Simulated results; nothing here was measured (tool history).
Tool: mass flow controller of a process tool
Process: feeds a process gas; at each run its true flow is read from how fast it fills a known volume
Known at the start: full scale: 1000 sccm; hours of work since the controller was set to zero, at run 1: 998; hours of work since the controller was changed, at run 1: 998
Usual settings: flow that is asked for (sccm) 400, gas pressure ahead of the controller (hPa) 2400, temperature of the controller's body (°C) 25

run,hour,flow that is asked for (sccm),gas pressure ahead of the controller (hPa),temperature of the controller's body (°C),hours of work since the controller was set to zero,hours of work since the controller was changed,true flow (%)
1,0.0,400,2400,25,998,998,98.02
2,74.7,400,2400,25,1035,1035,98.10
3,149.4,400,2400,25,1073,1073,97.99
4,240.2,400,2400,25,1118,1118,97.72
5,333.3,400,1990,25,1165,1165,97.44
6,401.8,400,1990,25,1200,1200,97.36
7,473.6,400,1990,25,1236,1236,97.37
8,532.7,400,2400,37,1266,1266,96.63
9,647.5,400,2400,37,1323,1323,96.50
10,729.2,400,2400,37,1364,1364,96.42
11,828.6,400,2400,25,1414,1414,96.99
12,903.6,400,1720,25,1452,1452,96.46
# hour 981.5: gauge calibrated
13,991.1,414,2400,25,1496,1496,98.14
14,1079.5,400,2400,25,1541,1541,97.98
15,1171.6,400,2400,25,1587,1587,97.70
16,1262.4,400,2400,25,1633,1633,97.66
17,1323.4,400,2400,25,1663,1663,97.62
18,1419.1,400,2400,25,1712,1712,97.56
19,1518.8,400,2400,25,1762,1762,97.35
20,1574.0,400,2400,25,1789,1789,97.35
21,1650.2,724,2400,25,1828,1828,98.21
22,1753.7,400,2400,25,1880,1880,97.00
23,1818.5,400,2400,25,1913,1913,96.87
24,1925.4,400,2400,25,1966,1966,96.83
# hour 2027.8: gauge calibrated
25,2039.0,825,1650,25,2023,2023,99.23

Forecast run 26:
26,2149.6,646,1590,25,2079,2079,?

Run 26 gave true flow (%) 98.40.
Without the tool's hidden state the same run would have given true flow (%) 98.57.
